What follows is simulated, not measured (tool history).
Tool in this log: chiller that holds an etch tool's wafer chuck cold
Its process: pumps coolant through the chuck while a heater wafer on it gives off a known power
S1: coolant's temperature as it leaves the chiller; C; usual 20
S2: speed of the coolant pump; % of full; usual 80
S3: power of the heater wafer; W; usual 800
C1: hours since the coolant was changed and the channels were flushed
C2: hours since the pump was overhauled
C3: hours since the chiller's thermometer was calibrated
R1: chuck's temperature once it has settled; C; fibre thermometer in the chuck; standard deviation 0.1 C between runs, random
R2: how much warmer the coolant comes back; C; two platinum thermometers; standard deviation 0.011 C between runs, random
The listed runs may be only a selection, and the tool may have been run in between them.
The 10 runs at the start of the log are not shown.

{"run": 11, "hour": 626.3, "S1": 20, "S2": 80, "S3": 800, "C1": 637, "C2": 1069, "C3": 2795, "R1": 25.3, "R2": 2.42}
{"run": 12, "hour": 691.3, "S1": 20, "S2": 80, "S3": 565, "C1": 702, "C2": 1134, "C3": 2860, "R1": 23.6, "R2": 1.71}
{"run": 13, "hour": 771.9, "S1": 17, "S2": 80, "S3": 800, "C1": 782, "C2": 1215, "C3": 2941, "R1": 22.1, "R2": 2.43}
{"run": 14, "hour": 820.4, "S1": 20, "S2": 80, "S3": 800, "C1": 831, "C2": 1263, "C3": 2990, "R1": 25.3, "R2": 2.43}
{"hour": 862.4, "done": "chiller's thermometer calibrated"}
{"run": 15, "hour": 870.1, "S1": 20, "S2": 80, "S3": 800, "C1": 879, "C2": 1312, "C3": 8, "R1": 25.4, "R2": 2.43}
{"run": 16, "hour": 933.5, "S1": 20, "S2": 80, "S3": 800, "C1": 943, "C2": 1375, "C3": 71, "R1": 25.3, "R2": 2.43}
{"run": 17, "hour": 970.6, "S1": 14, "S2": 81, "S3": 431, "C1": 980, "C2": 1412, "C3": 108, "R1": 16.8, "R2": 1.28}
{"run": 18, "hour": 1037.9, "S1": 14, "S2": 81, "S3": 431, "C1": 1047, "C2": 1480, "C3": 176, "R1": 16.9, "R2": 1.29}
{"run": 19, "hour": 1104.4, "S1": 23, "S2": 78, "S3": 433, "C1": 1114, "C2": 1546, "C3": 242, "R1": 26.0, "R2": 1.36}
{"run": 20, "hour": 1143.6, "S1": 14, "S2": 90, "S3": 559, "C1": 1153, "C2": 1585, "C3": 281, "R1": 17.5, "R2": 1.48}
{"run": 21, "hour": 1219.0, "S1": 14, "S2": 90, "S3": 559, "C1": 1228, "C2": 1661, "C3": 357, "R1": 17.5, "R2": 1.48}
{"run": 22, "hour": 1286.3, "S1": 16, "S2": 69, "S3": 440, "C1": 1296, "C2": 1728, "C3": 424, "R1": 19.3, "R2": 1.6}
{"run": 23, "hour": 1319.1, "S1": 19, "S2": 80, "S3": 468, "C1": 1328, "C2": 1761, "C3": 457, "R1": 22.2, "R2": 1.43}
{"run": 24, "hour": 1382.6, "S1": 19, "S2": 80, "S3": 468, "C1": 1392, "C2": 1824, "C3": 520, "R1": 22.1, "R2": 1.43}
{"run": 25, "hour": 1419.4, "S1": 13, "S2": 80, "S3": 800, "C1": 1429, "C2": 1861, "C3": 557, "R1": 18.5, "R2": 2.45}
{"run": 26, "hour": 1495.5, "S1": 13, "S2": 80, "S3": 800, "C1": 1505, "C2": 1937, "C3": 633, "R1": 18.4, "R2": 2.43}
{"run": 27, "hour": 1543.4, "S1": 28, "S2": 80, "S3": 963, "C1": 1553, "C2": 1985, "C3": 681, "R1": 34.7, "R2": 2.96}
{"run": 28, "hour": 1579.8, "S1": 11, "S2": 80, "S3": 544, "C1": 1589, "C2": 2022, "C3": 717, "R1": 14.8, "R2": 1.64}
{"run": 29, "hour": 1640.1, "S1": 11, "S2": 80, "S3": 544, "C1": 1649, "C2": 2082, "C3": 778, "R1": 14.7, "R2": 1.69}
{"run": 30, "hour": 1685.2, "S1": 27, "S2": 78, "S3": 1162, "C1": 1695, "C2": 2127, "C3": 823, "R1": 35.3, "R2": 3.65}
{"run": 31, "hour": 1748.3, "S1": 18, "S2": 98, "S3": 1162, "C1": 1758, "C2": 2190, "C3": 886, "R1": 25.0, "R2": 2.83}

Consider 5 possible next runs. They are alternatives, not a sequence: every one starts from the tool as it was left by run 31. What does each give?
{"run": "A", "hour": 1806.7, "S1": 20, "S2": 80, "S3": 1107, "C1": 1816, "C2": 2248, "C3": 944, "R1": "?", "R2": "?"}
{"run": "B", "hour": 1806.7, "S1": 18, "S2": 80, "S3": 1162, "C1": 1816, "C2": 2248, "C3": 944, "R1": "?", "R2": "?"}
{"run": "C", "hour": 1806.7, "S1": 18, "S2": 98, "S3": 963, "C1": 1816, "C2": 2248, "C3": 944, "R1": "?", "R2": "?"}
{"run": "D", "hour": 1806.7, "S1": 11, "S2": 93, "S3": 644, "C1": 1816, "C2": 2248, "C3": 944, "R1": "?", "R2": "?"}
{"run": "E", "hour": 1806.7, "S1": 18, "S2": 86, "S3": 1162, "C1": 1816, "C2": 2248, "C3": 944, "R1": "?", "R2": "?"}

run=A R1=27.9 R2=3.40
run=B R1=26.2 R2=3.58
run=C R1=24.0 R2=2.34
run=D R1=15.0 R2=1.68
run=E R1=25.8 R2=3.26
What these runs would have given with no unlogged condition in the tool:
run=A R1=27.1 R2=3.30
run=B R1=25.4 R2=3.47
run=C R1=23.4 R2=2.27
run=D R1=14.7 R2=1.63
run=E R1=25.1 R2=3.16

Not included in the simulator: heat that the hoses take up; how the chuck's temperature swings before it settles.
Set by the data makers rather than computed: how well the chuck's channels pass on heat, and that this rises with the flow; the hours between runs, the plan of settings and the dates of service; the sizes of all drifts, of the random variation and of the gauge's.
